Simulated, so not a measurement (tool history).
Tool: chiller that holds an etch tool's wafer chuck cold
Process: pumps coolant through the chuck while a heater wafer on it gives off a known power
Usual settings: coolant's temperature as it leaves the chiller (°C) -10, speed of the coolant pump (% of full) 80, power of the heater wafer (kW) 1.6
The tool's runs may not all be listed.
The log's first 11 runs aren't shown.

| run | hour | coolant's temperature as it leaves the chiller (°C) | speed of the coolant pump (% of full) | power of the heater wafer (kW) | chuck's temperature once it has settled (°C) | how much warmer the coolant comes back (C) |
|---|---|---|---|---|---|---|
| 12 | 1350.4 | -10 | 80 | 1.6 | 4.5 | 3.89 |
| 13 | 1479.1 | -10 | 80 | 1.6 | 4.5 | 3.92 |
| 14 | 1576.5 | -10 | 80 | 1.6 | 4.5 | 3.9 |
| 15 | 1688.3 | -10 | 80 | 1.068 | -0.3 | 2.63 |
| 16 | 1763.5 | -10 | 80 | 1.068 | -0.6 | 2.58 |
| 17 | 1886.9 | -10 | 80 | 1.068 | -0.5 | 2.54 |
| 18 | 2041.6 | -18 | 96 | 1.92 | -3.2 | 3.84 |
|  | 2103.6 | chiller's thermometer calibrated |
| 19 | 2186.8 | -17 | 85 | 0.844 | -9.6 | 1.96 |
| 20 | 2302.8 | -17 | 85 | 0.844 | -9.8 | 1.99 |
| 21 | 2411.9 | -10 | 75 | 1.563 | 4.8 | 4.09 |
| 22 | 2578.8 | -18 | 75 | 1.6 | -2.5 | 4.14 |
| 23 | 2755.6 | -17 | 72 | 1.6 | -1.5 | 4.42 |
| 24 | 2832.3 | -6 | 98 | 1.013 | 1.5 | 1.94 |
|  | 2858.4 | coolant changed, channels flushed |
| 25 | 3002.3 | -6 | 98 | 1.013 | 1.6 | 2.01 |
| 26 | 3144.4 | -10 | 73 | 2.26 | 12 | 6.1 |
| 27 | 3245.9 | -19 | 69 | 1.18 | -7.1 | 3.37 |
| 28 | 3425.4 | -19 | 69 | 1.18 | -7.2 | 3.37 |
| 29 | 3531.2 | -10 | 80 | 1.976 | 7.5 | 4.78 |
| 30 | 3708.8 | -10 | 93 | 1.953 | 5.3 | 3.98 |
| 31 | 3888.8 | -10 | 80 | 1.595 | 4.4 | 3.86 |
| 32 | 4004.9 | -10 | 60 | 1.103 | 2.7 | 3.69 |
| 33 | 4151.5 | -10 | 70 | 1.065 | 0.7 | 2.98 |

3 ways to go on from here, each from the tool as it stands after run 33. What would each give?
| A | 4315.7 | -10 | 74 | 1.6 | ? | ? |
| B | 4315.7 | -1 | 80 | 1.6 | ? | ? |
| C | 4315.7 | 0 | 78 | 2.087 | ? | ? |

| run | chuck's temperature once it has settled (°C) | how much warmer the coolant comes back (C) |
|---|---|---|
| A | 5.4 | 4.22 |
| B | 13.2 | 3.9 |
| C | 19 | 5.21 |
Without the tool's hidden state the same runs would have given:
| run | chuck's temperature once it has settled (°C) | how much warmer the coolant comes back (C) |
|---|---|---|
| A | 5.4 | 4.22 |
| B | 13.2 | 3.9 |
| C | 19 | 5.21 |
